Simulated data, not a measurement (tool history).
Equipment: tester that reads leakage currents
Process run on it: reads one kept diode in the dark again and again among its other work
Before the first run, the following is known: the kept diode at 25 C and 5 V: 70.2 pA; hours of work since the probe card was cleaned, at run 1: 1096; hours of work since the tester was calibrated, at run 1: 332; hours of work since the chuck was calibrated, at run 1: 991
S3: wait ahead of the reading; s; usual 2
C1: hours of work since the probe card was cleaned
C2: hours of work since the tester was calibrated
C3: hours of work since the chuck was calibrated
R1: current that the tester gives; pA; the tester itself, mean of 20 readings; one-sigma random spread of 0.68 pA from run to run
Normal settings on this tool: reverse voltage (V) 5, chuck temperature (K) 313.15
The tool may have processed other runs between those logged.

Run 1, hour 0: usual settings; C1 1096; C2 332; C3 991. Result: R1 237.64 pA.
Run 2, hour 25.6: usual settings; C1 1112; C2 348; C3 1007. Result: R1 238.03 pA.
Run 3, hour 46.5: usual settings; C1 1126; C2 361; C3 1020. Result: R1 236.73 pA.
Run 4, hour 72.5: usual settings; C1 1142; C2 378; C3 1037. Result: R1 237.13 pA.
Run 5, hour 102.9: usual settings; C1 1161; C2 397; C3 1056. Result: R1 237.43 pA.
Run 6, hour 123.9: usual settings; C1 1175; C2 411; C3 1069. Result: R1 238.24 pA.
Run 7, hour 150.8: usual settings; C1 1192; C2 428; C3 1086. Result: R1 238.93 pA.
Run 8, hour 164.2: usual settings but chuck temperature (K) 305.15; C1 1200; C2 436; C3 1095. Result: R1 131.88 pA.
Run 9, hour 190: usual settings but reverse voltage (V) 7.12; C1 1217; C2 453; C3 1111. Result: R1 285.01 pA.
Run 10, hour 219.2: usual settings but reverse voltage (V) 7.12, chuck temperature (K) 302.15; C1 1235; C2 471; C3 1130. Result: R1 126.08 pA.
Run 11, hour 232.4: usual settings but reverse voltage (V) 7.14, chuck temperature (K) 293.15, S3 0.46 s; C1 1244; C2 479; C3 1138. Result: R1 65.46 pA.
Run 12, hour 261: usual settings but reverse voltage (V) 7.14, chuck temperature (K) 293.15, S3 0.46 s; C1 1262; C2 498; C3 1156. Result: R1 64.71 pA.
Run 13, hour 290.6: usual settings but reverse voltage (V) 7.14, chuck temperature (K) 311.15, S3 1.69 s; C1 1281; C2 516; C3 1175. Result: R1 249.76 pA.
Run 14, hour 307.8: usual settings but reverse voltage (V) 4.92, chuck temperature (K) 328.15, S3 0.8 s; C1 1292; C2 527; C3 1186. Result: R1 676 pA.
Run 15, hour 326.3: usual settings but reverse voltage (V) 4.92, chuck temperature (K) 328.15, S3 0.8 s; C1 1303; C2 539; C3 1198. Result: R1 679.8 pA.

A few steps of R1 between consecutive runs. Split each: what settings, incoming material and random variation would produce without the hidden state, and what is left over for the hidden state, along with gauge scatter present in only one of the two compared results (measured, and without hidden state):
The tool's hidden condition here consists of: stray current of the dirty probe card, pA a volt; current scale over the true one, %; true chuck temperature over the reading, C; drift of the gauge itself on leakage_pa, %.
Run 13 -> 14: reverse voltage (V) 7.14 -> 4.92, chuck temperature (K) 311.15 -> 328.15, S3 1.69 -> 0.8. R1 +426.24 pA: hidden state +14.3, all else +411.94.

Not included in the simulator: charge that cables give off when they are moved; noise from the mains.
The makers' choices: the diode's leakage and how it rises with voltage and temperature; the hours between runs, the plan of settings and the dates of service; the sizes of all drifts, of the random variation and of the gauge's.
